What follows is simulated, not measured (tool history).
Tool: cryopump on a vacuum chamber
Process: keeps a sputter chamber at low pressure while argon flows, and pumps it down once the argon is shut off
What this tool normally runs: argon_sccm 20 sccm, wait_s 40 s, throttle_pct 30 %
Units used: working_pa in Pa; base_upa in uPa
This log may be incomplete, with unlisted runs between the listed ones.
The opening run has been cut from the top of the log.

run,day,argon_sccm,wait_s,throttle_pct,hours of work since the pump was warmed up and emptied,hours of work since the cold head was overhauled,hours of work since the chamber's fittings were tightened,working_pa,base_upa
2,1.942,20,40,30,110,791,273,0.0759,2.62
3,3.117,20,40,30,133,815,297,0.0766,2.57
4,4.492,20,40,30,161,843,325,0.0767,2.52
5,6.946,20,40,30,211,893,375,0.0767,2.58
6,9.338,20,40,30,259,941,423,0.0783,2.72
7,10.933,20,40,30,292,973,455,0.0783,2.72
8,13.633,20,40,30,346,1028,510,0.0785,2.7
9,15.133,20,40,30,377,1058,540,0.0782,2.83
10,17.45,8,40,30,423,1105,587,0.031,2.85
11,19.233,8,40,30,460,1141,623,0.0323,2.92
12,22.021,8,40,30,516,1198,680,0.0307,3.02
13,23.304,8,40,30,542,1224,706,0.0312,3.05
14,24.867,8,40,30,574,1255,737,0.0323,3.14
15,26.929,8,40,30,615,1297,779,0.0325,3.12
# day 27.458: pump warmed up, emptied and cooled again
16,28.429,8,40,30,20,1323,805,0.0297,2.89
17,31.092,20,29,30,74,1377,859,0.0754,3.79
18,33.617,21,23,30,125,1428,910,0.0803,4.68
19,35.396,29,40,30,161,1464,946,0.1106,3.03
20,37.883,20,42,36,211,1515,997,0.0637,3.06
21,40.625,20,42,36,266,1570,1052,0.0653,3.18

For run 22, what comes out?
22,41.825,20,42,16,291,1594,1076,?,?

Logged for run 22: working_pa 0.1433 Pa, base_upa 3.15 uPa.
If the tool had no hidden condition, the same run with the same run-to-run variation would have returned working_pa 0.1409 Pa, base_upa 2.14 uPa.
